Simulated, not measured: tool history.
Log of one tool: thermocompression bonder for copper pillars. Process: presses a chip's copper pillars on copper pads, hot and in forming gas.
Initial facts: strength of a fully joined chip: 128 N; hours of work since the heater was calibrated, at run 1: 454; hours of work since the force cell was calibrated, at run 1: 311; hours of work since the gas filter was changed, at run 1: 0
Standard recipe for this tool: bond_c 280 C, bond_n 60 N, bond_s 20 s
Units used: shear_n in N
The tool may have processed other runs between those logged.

| run | hour | bond_c | bond_n | bond_s | hours of work since the heater was calibrated | hours of work since the force cell was calibrated | hours of work since the gas filter was changed | shear_n |
|---|---|---|---|---|---|---|---|---|
| 1 | 0.0 | 280 | 60 | 20 | 454 | 311 | 0 | 78.6 |
| 2 | 7.4 | 280 | 60 | 20 | 460 | 317 | 6 | 77.5 |
| 3 | 23.2 | 280 | 60 | 20 | 472 | 329 | 18 | 77.8 |
| 4 | 31.5 | 280 | 60 | 31 | 479 | 336 | 25 | 89.2 |
| 5 | 40.1 | 280 | 60 | 31 | 486 | 342 | 31 | 87.8 |
| 6 | 48.1 | 280 | 60 | 31 | 492 | 349 | 38 | 86.6 |
| 7 | 64.4 | 280 | 58 | 20 | 505 | 362 | 51 | 75.7 |
| 8 | 80.5 | 280 | 58 | 20 | 517 | 374 | 63 | 75.1 |
| 9 | 92.3 | 280 | 83 | 20 | 527 | 383 | 72 | 88.3 |
| 10 | 109.5 | 280 | 83 | 20 | 540 | 397 | 86 | 88.2 |
| 11 | 123.3 | 280 | 80 | 20 | 551 | 408 | 97 | 84.1 |
| 12 | 130.5 | 254 | 80 | 20 | 557 | 413 | 102 | 67.4 |
| 13 | 141.1 | 280 | 60 | 13 | 565 | 422 | 111 | 64.9 |
| 14 | 154.0 | 280 | 60 | 20 | 575 | 432 | 121 | 74.9 |
| 15 | 164.7 | 296 | 60 | 20 | 583 | 440 | 129 | 86.4 |
| 16 | 182.3 | 296 | 60 | 20 | 597 | 454 | 143 | 86.1 |
| 17 | 194.0 | 296 | 60 | 20 | 607 | 463 | 152 | 84.1 |
| 18 | 209.6 | 296 | 60 | 20 | 619 | 475 | 165 | 85.5 |
| 19 | 223.9 | 274 | 60 | 20 | 630 | 487 | 176 | 69.9 |
| 20 | 235.6 | 273 | 60 | 20 | 639 | 496 | 185 | 68.3 |
| 21 | 243.0 | 273 | 60 | 20 | 645 | 502 | 191 | 70.2 |
| 22 | 250.3 | 286 | 60 | 20 | 651 | 507 | 197 | 78.1 |
| 23 | 257.8 | 286 | 60 | 20 | 657 | 513 | 203 | 77.7 |
| 24 | 267.6 | 296 | 58 | 40 | 664 | 521 | 210 | 97.5 |
| 25 | 277.5 | 285 | 75 | 17 | 672 | 529 | 218 | 78.8 |
| 26 | 294.7 | 299 | 75 | 17 | 686 | 542 | 231 | 89.1 |
| 27 | 304.7 | 253 | 44 | 47 | 693 | 550 | 239 | 61.9 |
| 28 | 321.2 | 265 | 60 | 29 | 706 | 563 | 252 | 72.5 |
| 29 | 331.9 | 278 | 44 | 33 | 715 | 572 | 261 | 70.8 |
| 30 | 349.6 | 278 | 44 | 33 | 729 | 585 | 275 | 71.5 |
| 31 | 365.9 | 251 | 44 | 33 | 742 | 598 | 287 | 52.4 |
| 32 | 376.5 | 251 | 86 | 33 | 750 | 607 | 296 | 74.2 |
| 33 | 391.8 | 251 | 86 | 33 | 762 | 619 | 308 | 73.2 |
| 34 | 399.3 | 251 | 86 | 33 | 768 | 625 | 314 | 73.4 |
| 35 | 413.1 | 275 | 43 | 20 | 779 | 635 | 324 | 57.3 |
| 36 | 427.8 | 275 | 37 | 46 | 790 | 647 | 336 | 69.7 |
| 37 | 437.3 | 257 | 40 | 14 | 798 | 654 | 343 | 38.2 |
| 38 | 445.8 | 287 | 60 | 38 | 804 | 661 | 350 | 88.8 |
| 39 | 457.2 | 266 | 60 | 26 | 813 | 670 | 359 | 66.7 |
| 40 | 474.1 | 266 | 70 | 11 | 827 | 683 | 372 | 53.9 |
| 41 | 484.3 | 266 | 89 | 20 | 835 | 691 | 380 | 72.9 |

A few steps of shear_n between consecutive runs. Split each: what settings, incoming material and random variation would produce without the hidden state, and what is left over for the hidden state, along with gauge scatter present in only one of the two compared results (measured, and without hidden state):
Hidden state at play: true temperature of the bond over the reading, C; force that reaches the chip, % of what is set; oxide that the forming gas leaves, % of the face; drift of the gauge itself on shear_n, %.
Run 26 -> 27: bond_c 299 -> 253, bond_n 75 -> 44, bond_s 17 -> 47. shear_n -27.2 N: hidden state +1.2, all else -28.4.
Run 36 -> 37: bond_c 275 -> 257, bond_n 37 -> 40, bond_s 46 -> 14. shear_n -31.5 N: hidden state +2.9, all else -34.4.
Run 37 -> 38: bond_c 257 -> 287, bond_n 40 -> 60, bond_s 14 -> 38. shear_n +50.6 N: hidden state -4.9, all else +55.5.
Run 40 -> 41: bond_n 70 -> 89, bond_s 11 -> 20. shear_n +19.0 N: hidden state -2.3, all else +21.3.

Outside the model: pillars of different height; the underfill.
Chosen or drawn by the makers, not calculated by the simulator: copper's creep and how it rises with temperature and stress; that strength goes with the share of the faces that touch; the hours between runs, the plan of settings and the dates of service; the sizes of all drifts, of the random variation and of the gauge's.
